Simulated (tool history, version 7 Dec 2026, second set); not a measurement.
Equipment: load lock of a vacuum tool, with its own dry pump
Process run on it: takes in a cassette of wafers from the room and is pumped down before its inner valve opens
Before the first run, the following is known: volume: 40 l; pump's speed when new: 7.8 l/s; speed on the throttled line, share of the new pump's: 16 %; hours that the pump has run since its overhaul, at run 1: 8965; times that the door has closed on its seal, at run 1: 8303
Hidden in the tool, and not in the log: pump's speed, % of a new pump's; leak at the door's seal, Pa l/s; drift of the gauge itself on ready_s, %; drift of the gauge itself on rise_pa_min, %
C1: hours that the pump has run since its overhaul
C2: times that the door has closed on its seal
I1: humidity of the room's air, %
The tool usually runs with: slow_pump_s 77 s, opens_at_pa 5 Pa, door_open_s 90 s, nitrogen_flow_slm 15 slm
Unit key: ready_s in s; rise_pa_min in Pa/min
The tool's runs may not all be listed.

Run 1, hour 0.0: usual settings; C1 8965; C2 8303; I1 42.0. Result: ready_s 116.8 s, rise_pa_min 0.019 Pa/min.
Run 2, hour 93.2: usual settings; C1 9058; C2 8498; I1 44.9. Result: ready_s 115.1 s, rise_pa_min 0.024 Pa/min.
Run 3, hour 150.9: usual settings but opens_at_pa 10 Pa; C1 9116; C2 8619; I1 45.4. Result: ready_s 112.6 s, rise_pa_min 0.023 Pa/min.
Run 4, hour 200.3: usual settings but opens_at_pa 10 Pa; C1 9165; C2 8723; I1 46.0. Result: ready_s 113.6 s, rise_pa_min 0.022 Pa/min.
Run 5, hour 273.8: usual settings but opens_at_pa 10 Pa; C1 9239; C2 8877; I1 43.1. Result: ready_s 112.0 s, rise_pa_min 0.031 Pa/min.
Run 6, hour 340.7: usual settings but opens_at_pa 10 Pa, door_open_s 139 s; C1 9305; C2 9018; I1 42.5. Result: ready_s 112.3 s, rise_pa_min 0.025 Pa/min.
At hour 382.1: dry pump taken out, an overhauled one fitted.
Run 7, hour 455.6: usual settings but nitrogen_flow_slm 17 slm; C1 74; C2 9246; I1 43.3. Result: ready_s 116.4 s, rise_pa_min 0.020 Pa/min.
Run 8, hour 504.8: usual settings but nitrogen_flow_slm 17 slm; C1 123; C2 9350; I1 44.1. Result: ready_s 116.2 s, rise_pa_min 0.020 Pa/min.
Run 9, hour 574.4: usual settings but door_open_s 236 s; C1 192; C2 9496; I1 42.0. Result: ready_s 115.9 s, rise_pa_min 0.027 Pa/min.
Run 10, hour 650.2: usual settings but door_open_s 236 s; C1 268; C2 9655; I1 48.6. Result: ready_s 116.1 s, rise_pa_min 0.037 Pa/min.
Run 11, hour 700.4: usual settings but door_open_s 236 s; C1 318; C2 9760; I1 43.8. Result: ready_s 115.7 s, rise_pa_min 0.030 Pa/min.
Run 12, hour 769.3: usual settings but opens_at_pa 10 Pa; C1 387; C2 9905; I1 42.2. Result: ready_s 112.1 s, rise_pa_min 0.020 Pa/min.
Run 13, hour 827.3: usual settings but slow_pump_s 78 s; C1 445; C2 10026; I1 44.4. Result: ready_s 117.2 s, rise_pa_min 0.024 Pa/min.
Run 14, hour 917.4: usual settings; C1 535; C2 10216; I1 45.4. Result: ready_s 116.8 s, rise_pa_min 0.029 Pa/min.
Run 15, hour 974.8: usual settings; C1 593; C2 10336; I1 44.6. Result: ready_s 116.6 s, rise_pa_min 0.019 Pa/min.
Run 16, hour 1044.6: usual settings; C1 663; C2 10483; I1 46.9. Result: ready_s 116.3 s, rise_pa_min 0.025 Pa/min.
Run 17, hour 1136.4: usual settings; C1 754; C2 10675; I1 44.1. Result: ready_s 116.3 s, rise_pa_min 0.024 Pa/min.
Run 18, hour 1205.2: usual settings; C1 823; C2 10820; I1 45.3. Result: ready_s 116.3 s, rise_pa_min 0.025 Pa/min.
Run 19, hour 1272.6: usual settings; C1 891; C2 10961; I1 48.0. Result: ready_s 115.6 s, rise_pa_min 0.023 Pa/min.
Run 20, hour 1350.5: usual settings but slow_pump_s 81 s, opens_at_pa 6 Pa; C1 968; C2 11125; I1 43.6. Result: ready_s 118.4 s, rise_pa_min 0.021 Pa/min.
Run 21, hour 1410.3: usual settings but slow_pump_s 81 s, opens_at_pa 6 Pa; C1 1028; C2 11250; I1 48.3. Result: ready_s 117.7 s, rise_pa_min 0.026 Pa/min.
Run 22, hour 1488.8: usual settings but slow_pump_s 62 s, nitrogen_flow_slm 6 slm; C1 1107; C2 11415; I1 43.6. Result: ready_s 104.3 s, rise_pa_min 0.044 Pa/min.
Run 23, hour 1563.9: usual settings but slow_pump_s 62 s, nitrogen_flow_slm 6 slm; C1 1182; C2 11573; I1 43.0. Result: ready_s 103.6 s, rise_pa_min 0.035 Pa/min.
Run 24, hour 1682.3: usual settings but slow_pump_s 62 s, nitrogen_flow_slm 6 slm; C1 1300; C2 11821; I1 48.3. Result: ready_s 103.9 s, rise_pa_min 0.046 Pa/min.
Run 25, hour 1751.4: usual settings but slow_pump_s 117 s; C1 1369; C2 11966; I1 49.4. Result: ready_s 150.6 s, rise_pa_min 0.028 Pa/min.
Run 26, hour 1860.5: usual settings but slow_pump_s 102 s, door_open_s 73 s; C1 1478; C2 12195; I1 44.0. Result: ready_s 137.1 s, rise_pa_min 0.021 Pa/min.
Run 27, hour 1945.9: usual settings but slow_pump_s 102 s, door_open_s 73 s; C1 1564; C2 12374; I1 44.7. Result: ready_s 137.8 s, rise_pa_min 0.023 Pa/min.
Run 28, hour 2020.3: usual settings but slow_pump_s 102 s, opens_at_pa 10 Pa, door_open_s 89 s, nitrogen_flow_slm 10 slm; C1 1638; C2 12530; I1 45.9. Result: ready_s 133.1 s, rise_pa_min 0.029 Pa/min.
Run 29, hour 2076.5: usual settings but slow_pump_s 39 s, opens_at_pa 7 Pa, door_open_s 143 s, nitrogen_flow_slm 28 slm; C1 1694; C2 12649; I1 41.0. Result: ready_s 83.2 s, rise_pa_min 0.021 Pa/min.
Run 30, hour 2153.0: usual settings but slow_pump_s 39 s, opens_at_pa 10 Pa, door_open_s 143 s, nitrogen_flow_slm 23 slm; C1 1771; C2 12809; I1 45.4. Result: ready_s 80.3 s, rise_pa_min 0.022 Pa/min.
Run 31, hour 2243.7: usual settings but door_open_s 176 s; C1 1862; C2 12999; I1 42.8. Result: ready_s 116.5 s, rise_pa_min 0.024 Pa/min.
Run 32, hour 2299.3: usual settings but door_open_s 176 s; C1 1917; C2 13116; I1 45.7. Result: ready_s 115.3 s, rise_pa_min 0.028 Pa/min.
Run 33, hour 2353.9: usual settings but door_open_s 100 s, nitrogen_flow_slm 35 slm; C1 1972; C2 13231; I1 43.7. Result: ready_s 116.2 s, rise_pa_min 0.014 Pa/min.
Run 34, hour 2416.9: usual settings but door_open_s 100 s, nitrogen_flow_slm 35 slm; C1 2035; C2 13363; I1 45.0. Result: ready_s 116.6 s, rise_pa_min 0.012 Pa/min.
Run 35, hour 2466.5: usual settings but slow_pump_s 48 s; C1 2084; C2 13467; I1 46.3. Result: ready_s 92.1 s, rise_pa_min 0.023 Pa/min.
Run 36, hour 2559.0: usual settings but slow_pump_s 48 s, nitrogen_flow_slm 8 slm; C1 2177; C2 13661; I1 46.6. Result: ready_s 92.0 s, rise_pa_min 0.035 Pa/min.
Run 37, hour 2624.0: usual settings but slow_pump_s 56 s, nitrogen_flow_slm 8 slm; C1 2242; C2 13798; I1 42.7. Result: ready_s 98.3 s, rise_pa_min 0.032 Pa/min.

Below are 4 alternative next runs, each starting from the tool's condition after run 37. Predict each:
Run A, hour 2714.5: usual settings but opens_at_pa 4 Pa; C1 2332; C2 13988; I1 45.6. Result: ready_s ?, rise_pa_min ?.
Run B, hour 2714.5: usual settings but slow_pump_s 107 s, opens_at_pa 6 Pa, nitrogen_flow_slm 13 slm; C1 2332; C2 13988; I1 41.6. Result: ready_s ?, rise_pa_min ?.
Run C, hour 2714.5: usual settings but slow_pump_s 107 s, door_open_s 79 s, nitrogen_flow_slm 13 slm; C1 2332; C2 13988; I1 45.6. Result: ready_s ?, rise_pa_min ?.
Run D, hour 2714.5: usual settings but slow_pump_s 56 s, nitrogen_flow_slm 9 slm; C1 2332; C2 13988; I1 45.1. Result: ready_s ?, rise_pa_min ?.

run  ready_s  rise_pa_min
  A    117.0        0.028
  B    139.7        0.026
  C    140.1        0.025
  D     98.7        0.033
Without the tool's unlogged condition, the same runs would have read:
run  ready_s  rise_pa_min
  A    117.0        0.028
  B    139.7        0.026
  C    140.1        0.025
  D     98.7        0.033

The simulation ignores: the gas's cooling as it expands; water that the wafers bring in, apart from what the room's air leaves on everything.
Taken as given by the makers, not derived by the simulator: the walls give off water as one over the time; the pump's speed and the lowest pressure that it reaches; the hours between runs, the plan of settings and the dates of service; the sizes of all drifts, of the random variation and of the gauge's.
